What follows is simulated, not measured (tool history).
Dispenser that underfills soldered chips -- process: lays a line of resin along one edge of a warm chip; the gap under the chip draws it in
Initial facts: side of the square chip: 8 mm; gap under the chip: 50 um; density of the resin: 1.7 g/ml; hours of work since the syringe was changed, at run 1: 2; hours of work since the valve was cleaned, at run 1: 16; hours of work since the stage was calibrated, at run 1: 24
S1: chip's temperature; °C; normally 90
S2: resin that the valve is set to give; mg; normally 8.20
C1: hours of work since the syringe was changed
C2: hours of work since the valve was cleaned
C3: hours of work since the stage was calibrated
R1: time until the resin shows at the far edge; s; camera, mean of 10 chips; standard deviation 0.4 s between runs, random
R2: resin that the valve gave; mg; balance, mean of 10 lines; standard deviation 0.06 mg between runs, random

| run | hour | S1 | S2 | C1 | C2 | C3 | R1 | R2 |
|---|---|---|---|---|---|---|---|---|
| 1 | 0.0 | 90 | 8.20 | 2 | 16 | 24 | 30.1 | 8.10 |
| 2 | 7.1 | 87 | 8.20 | 6 | 20 | 29 | 48.2 | 8.08 |
| 3 | 14.4 | 90 | 8.20 | 11 | 25 | 34 | 56.3 | 8.05 |
|  | 15.8 | new syringe of resin |
| 4 | 18.9 | 90 | 7.68 | 2 | 28 | 36 | 31.2 | 7.55 |
| 5 | 23.6 | 90 | 10.38 | 5 | 31 | 39 | 36.8 | 10.16 |
| 6 | 31.8 | 90 | 8.36 | 10 | 36 | 45 | 53.5 | 8.19 |
|  | 34.3 | new syringe of resin |
| 7 | 38.0 | 90 | 8.36 | 2 | 40 | 48 | 32.2 | 8.10 |
| 8 | 43.0 | 90 | 8.20 | 6 | 43 | 52 | 39.5 | 7.88 |
| 9 | 48.1 | 90 | 8.20 | 9 | 46 | 55 | 48.8 | 7.99 |
|  | 52.4 | new syringe of resin |
| 10 | 54.0 | 90 | 8.20 | 1 | 50 | 59 | 28.7 | 7.96 |
| 11 | 61.2 | 80 | 8.20 | 6 | 55 | 63 | 63.8 | 7.92 |
| 12 | 65.3 | 80 | 8.20 | 8 | 57 | 66 | 76.5 | 7.88 |
|  | 70.7 | new syringe of resin |
| 13 | 70.7 | 80 | 8.20 | 0 | 61 | 69 | 44.4 | 7.91 |
| 14 | 76.6 | 99 | 10.54 | 4 | 64 | 73 | 22.8 | 10.12 |
| 15 | 82.7 | 78 | 7.67 | 8 | 68 | 77 | 84.4 | 7.31 |
| 16 | 88.0 | 78 | 7.67 | 11 | 72 | 80 | 106.0 | 7.25 |
|  | 88.8 | new syringe of resin |
| 17 | 92.0 | 78 | 7.67 | 2 | 74 | 83 | 57.6 | 7.32 |
| 18 | 95.5 | 85 | 10.26 | 4 | 76 | 85 | 44.7 | 9.81 |

Alternative continuations, all from the tool just after run 18; predict every row:
| A | 98.9 | 87 | 7.00 | 6 | 78 | 87 | ? | ? |
| B | 98.9 | 77 | 10.02 | 6 | 78 | 87 | ? | ? |
| C | 98.9 | 79 | 8.19 | 6 | 78 | 87 | ? | ? |

| run | R1 | R2 |
|---|---|---|
| A | 51.1 | 6.63 |
| B | 78.6 | 9.40 |
| C | 72.4 | 7.72 |
What these runs would have given with no unlogged condition in the tool:
| run | R1 | R2 |
|---|---|---|
| A | 32.3 | 7.02 |
| B | 50.4 | 9.95 |
| C | 46.0 | 8.17 |
